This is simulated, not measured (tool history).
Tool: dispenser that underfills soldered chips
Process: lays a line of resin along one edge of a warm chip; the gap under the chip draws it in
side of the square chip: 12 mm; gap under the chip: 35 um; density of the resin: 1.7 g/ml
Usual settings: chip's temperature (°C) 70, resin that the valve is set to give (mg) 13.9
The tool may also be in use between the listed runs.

| run | hour | chip's temperature (°C) | resin that the valve is set to give (mg) | time until the resin shows at the far edge (s) | resin that the valve gave (mg) |
|---|---|---|---|---|---|
| 1 | 0.0 | 70 | 13.9 | 186.3 | 12.78 |
|  | 2.4 | new syringe of resin |
| 2 | 4.1 | 70 | 13.9 | 144.4 | 12.72 |
| 3 | 8.5 | 70 | 14.1 | 179.3 | 13.02 |
|  | 10.3 | dispensing valve cleaned and set on the balance |
| 4 | 11.4 | 70 | 15.6 | 186.6 | 15.65 |
|  | 12.6 | new syringe of resin |
| 5 | 16.3 | 70 | 15.6 | 156.4 | 15.46 |
| 6 | 20.5 | 70 | 15.6 | 185.9 | 15.53 |
|  | 21.9 | new syringe of resin |
| 7 | 25.1 | 70 | 15.6 | 148.1 | 15.49 |
| 8 | 29.8 | 70 | 13.9 | 191.5 | 13.70 |
|  | 31.0 | new syringe of resin |
| 9 | 33.7 | 70 | 13.9 | 148.2 | 13.71 |
| 10 | 37.8 | 70 | 13.9 | 179.5 | 13.62 |
|  | 40.4 | new syringe of resin |
| 11 | 42.0 | 70 | 13.9 | 143.3 | 13.69 |
| 12 | 44.8 | 70 | 13.9 | 163.7 | 13.49 |
| 13 | 47.4 | 70 | 13.9 | 183.4 | 13.54 |
|  | 49.5 | new syringe of resin |
| 14 | 51.2 | 70 | 13.9 | 143.5 | 13.48 |
| 15 | 53.5 | 70 | 13.9 | 161.2 | 13.57 |
| 16 | 55.5 | 79 | 14.8 | 131.1 | 14.23 |
| 17 | 57.7 | 62 | 16.9 | 247.3 | 16.34 |
|  | 58.6 | new syringe of resin |
| 18 | 62.2 | 62 | 16.9 | 202.5 | 16.29 |
| 19 | 65.0 | 77 | 14.7 | 140.0 | 14.14 |
|  | 67.8 | new syringe of resin |
| 20 | 67.8 | 83 | 13.6 | 88.5 | 13.17 |
| 21 | 71.2 | 83 | 13.6 | 103.2 | 13.18 |
| 22 | 75.7 | 66 | 16.7 | 209.0 | 15.93 |
|  | 76.9 | new syringe of resin |
| 23 | 80.4 | 58 | 13.2 | 233.5 | 12.71 |
| 24 | 84.7 | 58 | 14.8 | 284.2 | 14.11 |
|  | 86.3 | new syringe of resin |
| 25 | 88.0 | 58 | 14.8 | 214.7 | 14.16 |
| 26 | 92.7 | 58 | 14.0 | 259.6 | 13.32 |
| 27 | 95.1 | 58 | 14.0 | 286.5 | 13.25 |
|  | 95.8 | new syringe of resin |
| 28 | 98.1 | 70 | 15.3 | 148.5 | 14.41 |
| 29 | 101.5 | 70 | 15.3 | 165.3 | 14.36 |

Forecast each of these 4 alternatives for the next run:
|  | 105.0 | new syringe of resin |
| A | 105.3 | 70 | 14.6 | ? | ? |
|  | 105.0 | new syringe of resin |
| B | 105.3 | 65 | 16.0 | ? | ? |
|  | 105.0 | new syringe of resin |
| C | 105.3 | 59 | 14.3 | ? | ? |
|  | 105.0 | new syringe of resin |
| D | 105.3 | 56 | 14.8 | ? | ? |

| run | time until the resin shows at the far edge (s) | resin that the valve gave (mg) |
|---|---|---|
| A | 136.0 | 13.73 |
| B | 160.7 | 15.06 |
| C | 200.7 | 13.59 |
| D | 222.9 | 13.87 |
Without the tool's hidden state the same runs would have given:
| run | time until the resin shows at the far edge (s) | resin that the valve gave (mg) |
|---|---|---|
| A | 129.5 | 14.64 |
| B | 153.4 | 16.06 |
| C | 190.9 | 14.48 |
| D | 212.2 | 14.79 |

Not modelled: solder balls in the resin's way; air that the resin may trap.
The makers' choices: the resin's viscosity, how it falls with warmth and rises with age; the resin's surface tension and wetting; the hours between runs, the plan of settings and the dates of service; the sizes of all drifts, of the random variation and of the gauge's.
